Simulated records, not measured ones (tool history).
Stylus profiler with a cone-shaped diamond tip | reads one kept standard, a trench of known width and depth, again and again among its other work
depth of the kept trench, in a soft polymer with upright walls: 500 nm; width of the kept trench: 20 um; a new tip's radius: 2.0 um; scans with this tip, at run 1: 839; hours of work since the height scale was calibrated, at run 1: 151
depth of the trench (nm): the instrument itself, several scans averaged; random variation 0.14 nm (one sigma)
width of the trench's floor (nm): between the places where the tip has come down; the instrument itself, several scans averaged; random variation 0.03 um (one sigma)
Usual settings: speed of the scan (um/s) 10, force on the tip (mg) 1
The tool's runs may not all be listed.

| run | hour | speed of the scan (um/s) | force on the tip (mg) | scans with this tip | hours of work since the height scale was calibrated | depth of the trench (nm) | width of the trench's floor (nm) |
|---|---|---|---|---|---|---|---|
| 1 | 0 | 10 | 1 | 839 | 151 | 504.39 | 17250 |
| 2 | 23.1 | 10 | 1 | 907 | 163 | 504.8 | 17200 |
| 3 | 40.4 | 10 | 1 | 958 | 173 | 504.56 | 17240 |
| 4 | 65.9 | 10 | 1 | 1034 | 186 | 504.53 | 17220 |
| 5 | 92.4 | 10 | 1 | 1112 | 200 | 504.71 | 17190 |
| 6 | 106.3 | 10 | 2.52 | 1153 | 208 | 508.36 | 17270 |
| 7 | 121.4 | 10 | 2.52 | 1198 | 216 | 508.63 | 17240 |
| 8 | 147.7 | 7 | 2.09 | 1275 | 230 | 507.57 | 17250 |
| 9 | 176 | 4 | 0.49 | 1359 | 245 | 502.97 | 17240 |
| 10 | 200.1 | 10 | 0.73 | 1430 | 258 | 503.74 | 17170 |
| 11 | 233.6 | 10 | 0.73 | 1529 | 276 | 503.85 | 17140 |
| 12 | 248.8 | 10 | 0.46 | 1574 | 284 | 503.15 | 17130 |
| 13 | 270.4 | 10 | 0.46 | 1638 | 295 | 503.06 | 17120 |
| 14 | 290 | 10 | 0.69 | 1696 | 306 | 504.01 | 17110 |

4 ways to go on from here, each from the tool as it stands after run 14. What would each give?
| A | 311.1 | 6 | 1.57 | 1758 | 317 | ? | ? |
| B | 311.1 | 2 | 0.43 | 1758 | 317 | ? | ? |
| C | 311.1 | 10 | 1.48 | 1758 | 317 | ? | ? |
| D | 311.1 | 12 | 1.66 | 1758 | 317 | ? | ? |

| run | depth of the trench (nm) | width of the trench's floor (nm) |
|---|---|---|
| A | 506.43 | 17210 |
| B | 502.93 | 17240 |
| C | 506.06 | 17160 |
| D | 506.35 | 17100 |
Without the tool's hidden state the same runs would have given:
| run | depth of the trench (nm) | width of the trench's floor (nm) |
|---|---|---|
| A | 506.05 | 17320 |
| B | 502.55 | 17350 |
| C | 505.68 | 17270 |
| D | 505.97 | 17210 |

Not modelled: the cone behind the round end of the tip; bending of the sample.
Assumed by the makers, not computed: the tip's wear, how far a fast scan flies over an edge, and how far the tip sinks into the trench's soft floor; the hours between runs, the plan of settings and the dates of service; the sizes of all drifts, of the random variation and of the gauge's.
